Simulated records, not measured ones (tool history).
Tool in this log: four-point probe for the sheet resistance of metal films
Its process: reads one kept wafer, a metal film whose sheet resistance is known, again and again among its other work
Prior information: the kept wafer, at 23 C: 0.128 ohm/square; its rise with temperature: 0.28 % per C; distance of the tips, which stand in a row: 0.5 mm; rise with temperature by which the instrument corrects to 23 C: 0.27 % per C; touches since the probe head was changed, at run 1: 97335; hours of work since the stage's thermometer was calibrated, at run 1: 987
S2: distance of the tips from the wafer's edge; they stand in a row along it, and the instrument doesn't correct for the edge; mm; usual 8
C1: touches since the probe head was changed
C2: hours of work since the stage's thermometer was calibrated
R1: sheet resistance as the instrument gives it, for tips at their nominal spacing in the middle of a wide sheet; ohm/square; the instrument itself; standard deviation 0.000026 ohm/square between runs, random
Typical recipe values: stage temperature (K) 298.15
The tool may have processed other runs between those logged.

run 1 hour=0.0 | stage_temperature_(K)=298.15 S2=8 | C1=97335 C2=987 | R1=0.129191
run 2 hour=31.6 | stage_temperature_(K)=298.15 S2=3 | C1=98919 C2=1006 | R1=0.130856
run 3 hour=68.9 | stage_temperature_(K)=298.15 S2=3 | C1=100786 C2=1029 | R1=0.130873
run 4 hour=110.9 | stage_temperature_(K)=298.15 S2=3 | C1=102894 C2=1054 | R1=0.130790
run 5 hour=156.1 | stage_temperature_(K)=298.15 S2=8 | C1=105156 C2=1081 | R1=0.129295
run 6 hour=199.6 | stage_temperature_(K)=298.15 S2=8 | C1=107335 C2=1107 | R1=0.129311
run 7 hour=236.9 | stage_temperature_(K)=298.15 S2=8 | C1=109205 C2=1129 | R1=0.129308
run 8 hour=263.4 | stage_temperature_(K)=298.15 S2=43 | C1=110534 C2=1145 | R1=0.129066
run 9 hour=311.6 | stage_temperature_(K)=298.15 S2=43 | C1=112950 C2=1174 | R1=0.129149
run 10 hour=346.9 | stage_temperature_(K)=298.15 S2=43 | C1=114721 C2=1195 | R1=0.129077
run 11 hour=392.8 | stage_temperature_(K)=298.15 S2=8 | C1=117017 C2=1223 | R1=0.129419
run 12 hour=425.9 | stage_temperature_(K)=298.15 S2=8 | C1=118680 C2=1242 | R1=0.129446
run 13 hour=473.1 | stage_temperature_(K)=298.15 S2=8 | C1=121045 C2=1271 | R1=0.129467
run 14 hour=524.9 | stage_temperature_(K)=298.15 S2=8 | C1=123638 C2=1302 | R1=0.129484
run 15 hour=571.6 | stage_temperature_(K)=298.15 S2=8 | C1=125977 C2=1330 | R1=0.129556
run 16 hour=621.6 | stage_temperature_(K)=298.15 S2=20 | C1=128487 C2=1360 | R1=0.129331
run 17 hour=657.7 | stage_temperature_(K)=306.15 S2=20 | C1=130294 C2=1381 | R1=0.129408
-- hour=660.9 stage's thermometer calibrated
run 18 hour=710.9 | stage_temperature_(K)=306.15 S2=20 | C1=132937 C2=30 | R1=0.129459
run 19 hour=764.0 | stage_temperature_(K)=306.15 S2=20 | C1=135596 C2=62 | R1=0.129475
run 20 hour=804.2 | stage_temperature_(K)=298.15 S2=8 | C1=137610 C2=86 | R1=0.129615
-- hour=826.9 new probe head fitted
run 21 hour=852.3 | stage_temperature_(K)=298.15 S2=8 | C1=1274 C2=114 | R1=0.127980
-- hour=860.4 stage's thermometer calibrated, once more
run 22 hour=893.4 | stage_temperature_(K)=298.15 S2=8 | C1=3312 C2=20 | R1=0.128268
run 23 hour=943.2 | stage_temperature_(K)=307.15 S2=24 | C1=5804 C2=50 | R1=0.128143
run 24 hour=979.7 | stage_temperature_(K)=307.15 S2=24 | C1=7635 C2=71 | R1=0.128194
run 25 hour=1029.7 | stage_temperature_(K)=307.15 S2=24 | C1=10142 C2=101 | R1=0.128192
run 26 hour=1083.2 | stage_temperature_(K)=297.15 S2=8 | C1=12821 C2=133 | R1=0.128354
run 27 hour=1119.1 | stage_temperature_(K)=292.15 S2=8 | C1=14622 C2=155 | R1=0.128275
run 28 hour=1169.8 | stage_temperature_(K)=295.15 S2=38 | C1=17158 C2=185 | R1=0.128076
run 29 hour=1202.2 | stage_temperature_(K)=304.15 S2=51 | C1=18786 C2=205 | R1=0.128231
run 30 hour=1225.6 | stage_temperature_(K)=304.15 S2=51 | C1=19957 C2=219 | R1=0.128310
run 31 hour=1261.1 | stage_temperature_(K)=298.15 S2=10 | C1=21734 C2=240 | R1=0.128335
run 32 hour=1309.9 | stage_temperature_(K)=298.15 S2=8 | C1=24180 C2=269 | R1=0.128493
run 33 hour=1358.6 | stage_temperature_(K)=307.15 S2=13 | C1=26624 C2=298 | R1=0.128438
run 34 hour=1401.8 | stage_temperature_(K)=307.15 S2=13 | C1=28786 C2=324 | R1=0.128489
run 35 hour=1432.0 | stage_temperature_(K)=296.15 S2=7 | C1=30298 C2=342 | R1=0.128647
run 36 hour=1459.0 | stage_temperature_(K)=296.15 S2=7 | C1=31652 C2=358 | R1=0.128605
run 37 hour=1513.2 | stage_temperature_(K)=300.15 S2=8 | C1=34368 C2=391 | R1=0.128626
run 38 hour=1555.4 | stage_temperature_(K)=306.15 S2=51 | C1=36485 C2=416 | R1=0.128460
run 39 hour=1584.6 | stage_temperature_(K)=306.15 S2=51 | C1=37947 C2=434 | R1=0.128437
run 40 hour=1617.7 | stage_temperature_(K)=306.15 S2=51 | C1=39605 C2=453 | R1=0.128516
run 41 hour=1659.1 | stage_temperature_(K)=300.15 S2=10 | C1=41679 C2=478 | R1=0.128595
run 42 hour=1691.3 | stage_temperature_(K)=297.15 S2=56 | C1=43297 C2=497 | R1=0.128425

Here are 3 independent what-if runs from the current tool condition. What would each one return?
run A hour=1721.4 | stage_temperature_(K)=299.15 S2=8 | C1=44804 C2=515 | R1=?
run B hour=1721.4 | stage_temperature_(K)=306.15 S2=6 | C1=44804 C2=515 | R1=?
run C hour=1721.4 | stage_temperature_(K)=298.15 S2=12 | C1=44804 C2=515 | R1=?

run=A R1=0.128702
run=B R1=0.129056
run=C R1=0.128563
Take away the tool's hidden state, keep each run's random variation, and the runs would have read:
run=A R1=0.128298
run=B R1=0.128650
run=C R1=0.128159
